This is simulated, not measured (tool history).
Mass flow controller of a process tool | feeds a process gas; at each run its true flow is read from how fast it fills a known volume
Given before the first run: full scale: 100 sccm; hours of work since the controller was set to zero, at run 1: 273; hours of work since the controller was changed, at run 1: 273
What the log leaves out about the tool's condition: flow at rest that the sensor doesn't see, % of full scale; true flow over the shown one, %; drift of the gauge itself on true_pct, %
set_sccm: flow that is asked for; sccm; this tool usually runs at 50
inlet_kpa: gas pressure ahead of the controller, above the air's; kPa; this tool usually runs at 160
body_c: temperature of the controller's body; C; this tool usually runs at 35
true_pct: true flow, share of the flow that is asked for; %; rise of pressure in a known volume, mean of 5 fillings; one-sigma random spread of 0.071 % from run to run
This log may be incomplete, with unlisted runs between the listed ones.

run    hour  set_sccm  inlet_kpa  body_c  hours of work since the controller was set to zero  hours of work since the controller was changed  true_pct
  1       0        50        160      35                                                 273                                             273    100.46
  2   188.1        50        160      35                                                 388                                             388    100.48
  3   460.1        50        160      35                                                 554                                             554    100.45
  4   770.8        50        160      35                                                 743                                             743    100.45
  5    1053        50        160      27                                                 915                                             915      99.6
  6  1220.6        50        160      35                                                1018                                            1018    100.24
  7  1397.5        50        160      35                                                1126                                            1126    100.11
  8    1655        50        160      38                                                1283                                            1283    100.26
  9  2057.6        50        160      35                                                1528                                            1528      99.9
 10  2314.3        50        160      35                                                1685                                            1685     99.82
 11  2563.3        50        160      28                                                1837                                            1837     99.24
 12  2911.7        50        160      35                                                2049                                            2049      99.6
 13  3214.3        50        160      35                                                2234                                            2234     99.49
 14  3537.7        50        160      35                                                2431                                            2431     99.49
 15  3846.7        50        160      35                                                2620                                            2620      99.5
 16  4231.3        50        160      35                                                2854                                            2854     99.23
 17    4398        50        160      35                                                2956                                            2956     99.41
 18  4672.3        50        191      35                                                3123                                            3123     98.99
 19  4936.2        50        259      26                                                3284                                            3284     97.97
 20  5268.8        50        148      35                                                3487                                            3487     98.96
 21  5464.7        10        160      34                                                3607                                            3607     94.73
     5492.4  -- controller's zero set anew
 22  5713.6        10        160      34                                                 135                                            3758     92.99
 23  5993.7        49        270      30                                                 306                                            3929     97.57
 24  6287.6        44        199      26                                                 485                                            4108     97.28
 25    6680        44        199      26                                                 724                                            4348     97.16
 26  7063.9        12        186      21                                                 959                                            4582     91.84
 27  7300.1        12        186      21                                                1103                                            4726     91.66
       7434  -- controller's zero set anew, once more
 28  7494.4        50        153      23                                                  37                                            4844     98.57
 29  7755.8        50        153      23                                                 196                                            5004     98.56
 30  8158.8        75        208      37                                                 442                                            5249     99.52
 31  8500.4        75        208      37                                                 651                                            5458     99.42
 32  8844.1        70        165      24                                                 860                                            5668     98.48
 33  9066.2        73        184      24                                                 996                                            5803     98.38
 34  9368.6        21        272      35                                                1180                                            5987     97.91
 35  9750.9        21        272      34                                                1413                                            6221     97.59

Describe how what the log doesn't record of the tool's condition differs between the last listed run preceding each entry between runs and the first listed run following it.
From run 21 to run 22: controller's zero set anew (hour 5492.4)
  flow at rest that the sensor doesn't see, % of full scale: -0.504 -> -0.663; true flow over the shown one, %: -0.87 -> -0.9
  measured result minus the result with no hidden state, true_pct: -5.91 -> -7.52 %
From run 27 to run 28: controller's zero set anew, once more (hour 7434)
  flow at rest that the sensor doesn't see, % of full scale: -0.795 -> -0.026; true flow over the shown one, %: -1.11 -> -1.13
  measured result minus the result with no hidden state, true_pct: -7.74 -> -1.18 %
